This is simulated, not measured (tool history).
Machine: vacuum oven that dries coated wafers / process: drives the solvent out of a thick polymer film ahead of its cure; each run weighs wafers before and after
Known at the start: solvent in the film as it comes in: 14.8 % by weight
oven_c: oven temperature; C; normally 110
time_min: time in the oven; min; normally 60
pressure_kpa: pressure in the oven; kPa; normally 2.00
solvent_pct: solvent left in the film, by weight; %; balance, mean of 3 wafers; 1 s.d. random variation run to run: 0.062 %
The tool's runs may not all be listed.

run,hour,oven_c,time_min,pressure_kpa,solvent_pct
1,0.0,110,60,2.00,3.75
2,91.3,110,60,2.00,3.79
3,185.5,110,60,2.00,3.78
4,275.3,110,60,2.00,3.79
5,379.2,110,60,2.00,3.87
6,428.7,110,60,3.44,4.90
7,523.6,110,69,3.44,4.41
8,574.2,110,60,2.00,3.99
9,632.6,110,60,2.00,3.94
10,740.7,110,60,2.00,4.09
11,829.8,110,60,1.96,3.87
12,913.5,110,60,1.96,4.09
13,1005.7,110,52,2.00,4.53
14,1097.4,110,52,2.00,4.61
15,1194.8,110,52,2.00,4.53
16,1258.4,110,52,2.00,4.62
17,1339.7,110,60,2.00,4.06
18,1391.5,110,60,2.00,4.25
19,1473.5,96,60,2.00,8.57
20,1552.2,96,60,2.00,8.30
21,1620.2,96,60,2.00,8.56
# hour 1693.0: vacuum gauge cleaned of residue and calibrated
22,1705.8,110,60,3.41,4.99
23,1793.3,109,102,2.00,2.70
24,1882.6,109,102,2.00,2.70
25,1929.6,109,102,2.00,2.78
26,2021.2,109,46,2.69,5.93
27,2075.8,99,60,2.00,7.46
28,2185.5,101,40,1.49,8.12
29,2245.1,101,53,2.00,7.37
30,2300.8,101,53,2.00,7.37

What does the tool deliver on the next run?
# hour 2378.1: oven's thermocouples calibrated
31,2395.5,101,31,3.86,?

For run 31 the tool returned solvent_pct 9.49 %.
If the tool had no hidden condition, the same run with the same run-to-run variation would have returned solvent_pct 9.45 %.

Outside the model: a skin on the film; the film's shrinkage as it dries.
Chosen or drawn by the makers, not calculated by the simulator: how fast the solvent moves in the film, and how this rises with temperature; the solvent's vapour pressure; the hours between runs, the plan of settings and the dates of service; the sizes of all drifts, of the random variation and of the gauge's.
